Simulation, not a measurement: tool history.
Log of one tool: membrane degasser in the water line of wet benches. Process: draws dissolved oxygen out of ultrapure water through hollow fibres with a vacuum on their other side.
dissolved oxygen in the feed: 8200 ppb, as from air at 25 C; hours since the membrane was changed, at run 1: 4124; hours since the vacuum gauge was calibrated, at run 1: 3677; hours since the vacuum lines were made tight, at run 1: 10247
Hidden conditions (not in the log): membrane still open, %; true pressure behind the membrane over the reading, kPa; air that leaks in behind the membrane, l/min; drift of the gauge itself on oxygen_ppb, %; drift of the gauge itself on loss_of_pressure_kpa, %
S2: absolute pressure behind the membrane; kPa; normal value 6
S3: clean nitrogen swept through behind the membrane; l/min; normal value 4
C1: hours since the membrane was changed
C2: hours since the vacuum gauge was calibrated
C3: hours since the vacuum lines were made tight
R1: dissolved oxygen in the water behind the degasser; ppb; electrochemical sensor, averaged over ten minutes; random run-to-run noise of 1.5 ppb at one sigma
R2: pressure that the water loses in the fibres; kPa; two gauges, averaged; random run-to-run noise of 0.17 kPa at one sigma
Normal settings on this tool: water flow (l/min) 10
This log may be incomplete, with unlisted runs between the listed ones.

{"run": 1, "hour": 0.0, "water flow (l/min)": 10, "S2": 6, "S3": 4, "C1": 4124, "C2": 3677, "C3": 10247, "R1": 147.9, "R2": 29.56}
{"run": 2, "hour": 239.4, "water flow (l/min)": 10, "S2": 6, "S3": 4, "C1": 4364, "C2": 3916, "C3": 10486, "R1": 149.5, "R2": 29.21}
{"run": 3, "hour": 522.2, "water flow (l/min)": 10, "S2": 6, "S3": 4, "C1": 4647, "C2": 4199, "C3": 10769, "R1": 146.7, "R2": 29.11}
{"run": 4, "hour": 767.8, "water flow (l/min)": 10, "S2": 6, "S3": 4, "C1": 4892, "C2": 4445, "C3": 11015, "R1": 151.3, "R2": 29.22}
{"run": 5, "hour": 919.9, "water flow (l/min)": 10, "S2": 6, "S3": 1.96, "C1": 5044, "C2": 4597, "C3": 11167, "R1": 167.2, "R2": 29.34}
{"run": 6, "hour": 1089.3, "water flow (l/min)": 10, "S2": 6, "S3": 4, "C1": 5214, "C2": 4766, "C3": 11336, "R1": 153.1, "R2": 29.46}
{"hour": 1310.2, "done": "vacuum gauge calibrated"}
{"run": 7, "hour": 1345.1, "water flow (l/min)": 10, "S2": 3.85, "S3": 4, "C1": 5469, "C2": 35, "C3": 11592, "R1": 137.6, "R2": 29.33}
{"run": 8, "hour": 1481.9, "water flow (l/min)": 10, "S2": 6, "S3": 2.29, "C1": 5606, "C2": 172, "C3": 11728, "R1": 161.7, "R2": 29.48}
{"run": 9, "hour": 1711.5, "water flow (l/min)": 12, "S2": 6, "S3": 4, "C1": 5835, "C2": 401, "C3": 11958, "R1": 192.5, "R2": 35.19}
{"run": 10, "hour": 1955.8, "water flow (l/min)": 11, "S2": 6, "S3": 4, "C1": 6080, "C2": 646, "C3": 12202, "R1": 175.1, "R2": 32.15}
{"run": 11, "hour": 2099.6, "water flow (l/min)": 10, "S2": 6, "S3": 4, "C1": 6223, "C2": 789, "C3": 12346, "R1": 150, "R2": 29.08}
{"run": 12, "hour": 2304.9, "water flow (l/min)": 10, "S2": 6, "S3": 4, "C1": 6429, "C2": 995, "C3": 12551, "R1": 148.9, "R2": 29.15}
{"run": 13, "hour": 2592.1, "water flow (l/min)": 10, "S2": 6, "S3": 4, "C1": 6716, "C2": 1282, "C3": 12839, "R1": 149.2, "R2": 29.14}
{"run": 14, "hour": 2741.3, "water flow (l/min)": 10, "S2": 6, "S3": 4, "C1": 6865, "C2": 1431, "C3": 12988, "R1": 149.4, "R2": 29.59}
{"run": 15, "hour": 2901.4, "water flow (l/min)": 10, "S2": 6, "S3": 4, "C1": 7025, "C2": 1591, "C3": 13148, "R1": 147.4, "R2": 29.63}
{"run": 16, "hour": 3177.1, "water flow (l/min)": 10, "S2": 6, "S3": 4, "C1": 7301, "C2": 1867, "C3": 13424, "R1": 148.7, "R2": 29.34}
{"run": 17, "hour": 3420.1, "water flow (l/min)": 6, "S2": 4.78, "S3": 3.9, "C1": 7544, "C2": 2110, "C3": 13667, "R1": 57.1, "R2": 17.79}
{"hour": 3592.7, "done": "seals of the vacuum lines changed"}
{"run": 18, "hour": 3688.7, "water flow (l/min)": 7, "S2": 4.78, "S3": 1.69, "C1": 7810, "C2": 2376, "C3": 96, "R1": 86.6, "R2": 20.6}

For run 19, what comes out?
{"run": 19, "hour": 3915.9, "water flow (l/min)": 8, "S2": 6, "S3": 7.9, "C1": 8038, "C2": 2604, "C3": 323, "R1": "?", "R2": "?"}

Run 19 gave R1 96 ppb, R2 23.31 kPa.
Minus the tool's unlogged condition, the same run would have read R1 95.7 ppb, R2 23.3 kPa.

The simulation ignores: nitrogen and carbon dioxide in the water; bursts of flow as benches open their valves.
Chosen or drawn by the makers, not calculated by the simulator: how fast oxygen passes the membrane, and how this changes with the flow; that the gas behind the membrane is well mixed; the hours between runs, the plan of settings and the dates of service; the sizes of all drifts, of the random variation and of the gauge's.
